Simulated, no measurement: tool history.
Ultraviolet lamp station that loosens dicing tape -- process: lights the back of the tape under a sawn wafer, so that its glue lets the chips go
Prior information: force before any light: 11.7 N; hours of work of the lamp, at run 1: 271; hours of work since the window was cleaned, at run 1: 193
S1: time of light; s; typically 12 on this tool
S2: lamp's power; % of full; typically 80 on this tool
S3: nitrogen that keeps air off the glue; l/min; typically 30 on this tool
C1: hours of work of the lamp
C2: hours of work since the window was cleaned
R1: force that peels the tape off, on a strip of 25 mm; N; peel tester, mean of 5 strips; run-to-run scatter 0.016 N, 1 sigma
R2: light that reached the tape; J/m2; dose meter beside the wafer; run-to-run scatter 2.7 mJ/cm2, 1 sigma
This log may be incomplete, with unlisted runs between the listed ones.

Run 1, hour 0.0: usual settings; C1 271; C2 193. Result: R1 0.962 N, R2 3180 J/m2.
Run 2, hour 12.0: usual settings; C1 277; C2 199. Result: R1 0.967 N, R2 3230 J/m2.
Run 3, hour 29.2: usual settings; C1 285; C2 207. Result: R1 0.980 N, R2 3230 J/m2.
Run 4, hour 41.3: usual settings but S2 62 % of full; C1 290; C2 212. Result: R1 1.658 N, R2 2470 J/m2.
Run 5, hour 51.1: usual settings but S2 62 % of full; C1 294; C2 216. Result: R1 1.639 N, R2 2440 J/m2.
Run 6, hour 66.0: usual settings but S2 87 % of full; C1 301; C2 223. Result: R1 0.832 N, R2 3460 J/m2.
Run 7, hour 75.1: usual settings but S2 87 % of full; C1 305; C2 227. Result: R1 0.858 N, R2 3460 J/m2.
Run 8, hour 92.6: usual settings but S2 87 % of full; C1 313; C2 235. Result: R1 0.880 N, R2 3420 J/m2.
Run 9, hour 106.3: usual settings but S2 87 % of full; C1 319; C2 241. Result: R1 0.810 N, R2 3400 J/m2.
Run 10, hour 117.6: usual settings but S1 16 s; C1 324; C2 246. Result: R1 0.556 N, R2 4180 J/m2.
Run 11, hour 129.8: usual settings; C1 330; C2 252. Result: R1 1.007 N, R2 3140 J/m2.
Run 12, hour 139.8: usual settings; C1 335; C2 257. Result: R1 1.011 N, R2 3160 J/m2.
Run 13, hour 152.1: usual settings; C1 340; C2 262. Result: R1 0.967 N, R2 3130 J/m2.
Run 14, hour 170.6: usual settings; C1 348; C2 270. Result: R1 1.014 N, R2 3120 J/m2.
Run 15, hour 183.6: usual settings; C1 354; C2 276. Result: R1 1.033 N, R2 3100 J/m2.
At hour 200.0: window cleaned of glue's vapour.
Run 16, hour 202.4: usual settings; C1 363; C2 1. Result: R1 0.928 N, R2 3290 J/m2.
Run 17, hour 216.6: usual settings; C1 369; C2 8. Result: R1 0.892 N, R2 3250 J/m2.
Run 18, hour 230.0: usual settings; C1 375; C2 14. Result: R1 0.929 N, R2 3280 J/m2.
Run 19, hour 247.5: usual settings; C1 383; C2 21. Result: R1 0.940 N, R2 3230 J/m2.
Run 20, hour 264.4: usual settings but S3 13 l/min; C1 391; C2 29. Result: R1 1.829 N, R2 3280 J/m2.
Run 21, hour 277.2: usual settings but S3 13 l/min; C1 396; C2 35. Result: R1 1.819 N, R2 3260 J/m2.
Run 22, hour 285.3: usual settings but S3 13 l/min; C1 400; C2 39. Result: R1 1.859 N, R2 3180 J/m2.
Run 23, hour 295.5: usual settings but S1 11 s, S2 67 % of full, S3 13 l/min; C1 405; C2 43. Result: R1 2.848 N, R2 2460 J/m2.
Run 24, hour 314.2: usual settings but S1 11 s, S2 67 % of full, S3 13 l/min; C1 413; C2 52. Result: R1 2.772 N, R2 2440 J/m2.
Run 25, hour 326.7: usual settings but S2 78 % of full; C1 419; C2 57. Result: R1 1.045 N, R2 3060 J/m2.
Run 26, hour 340.3: usual settings but S1 14 s, S2 78 % of full, S3 45 l/min; C1 425; C2 63. Result: R1 0.519 N, R2 3600 J/m2.
Run 27, hour 355.7: usual settings but S1 7 s, S2 78 % of full, S3 44 l/min; C1 432; C2 70. Result: R1 2.106 N, R2 1780 J/m2.

For run 28, what comes out?
Run 28, hour 374.3: usual settings but S1 7 s, S2 78 % of full, S3 44 l/min; C1 440; C2 79. Result: R1 ?, R2 ?.

Run 28 yielded R1 2.151 N, R2 1840 J/m2.
Minus the tool's unlogged condition, the same run would have read R1 1.767 N, R2 2060 J/m2.
